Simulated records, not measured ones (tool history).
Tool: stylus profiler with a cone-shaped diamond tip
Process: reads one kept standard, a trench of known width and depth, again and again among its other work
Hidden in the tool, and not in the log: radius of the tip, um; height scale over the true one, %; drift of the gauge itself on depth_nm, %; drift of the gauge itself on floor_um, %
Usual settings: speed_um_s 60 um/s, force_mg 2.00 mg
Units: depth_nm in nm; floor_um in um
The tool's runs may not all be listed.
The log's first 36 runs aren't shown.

run    hour  speed_um_s  force_mg  scans with this tip  hours of work since the height scale was calibrated  depth_nm  floor_um
 37  1128.5          40      2.00                 7102                                                 1347    100.63     28.62
 38  1157.8         112      2.00                 7196                                                 1365    100.65     28.39
 39  1193.2          38      3.84                 7311                                                 1387    100.95     28.64
 40  1233.6          43      0.85                 7441                                                 1411    100.34     28.54
 41  1273.6          43      0.85                 7570                                                 1436    100.35     28.47
 42  1298.0          26      2.55                 7648                                                 1451    100.74     28.67
 43  1317.3         128      1.73                 7711                                                 1462    100.56     28.42
 44  1354.2          60      4.97                 7830                                                 1485    101.16     28.65
 45  1395.1         149      1.76                 7962                                                 1510    100.56     28.27
 46  1427.5          23      1.69                 8066                                                 1530    100.57     28.64

4 ways to go on from here, each from the tool as it stands after run 46. What would each give?
     1433.6  -- height scale calibrated on a step standard
  A  1471.1         182      2.34                 8205                                                   23         ?         ?
     1433.6  -- height scale calibrated on a step standard
  B  1471.1          42      1.92                 8205                                                   23         ?         ?
     1433.6  -- height scale calibrated on a step standard
  C  1471.1          59      4.52                 8205                                                   23         ?         ?
     1433.6  -- height scale calibrated on a step standard
  D  1471.1          23      0.86                 8205                                                   23         ?         ?

run  depth_nm  floor_um
  A    100.68     28.33
  B    100.61     28.62
  C    101.10     28.66
  D    100.36     28.67
Without the tool's hidden state the same runs would have given:
run  depth_nm  floor_um
  A    100.68     28.35
  B    100.61     28.64
  C    101.10     28.68
  D    100.36     28.69
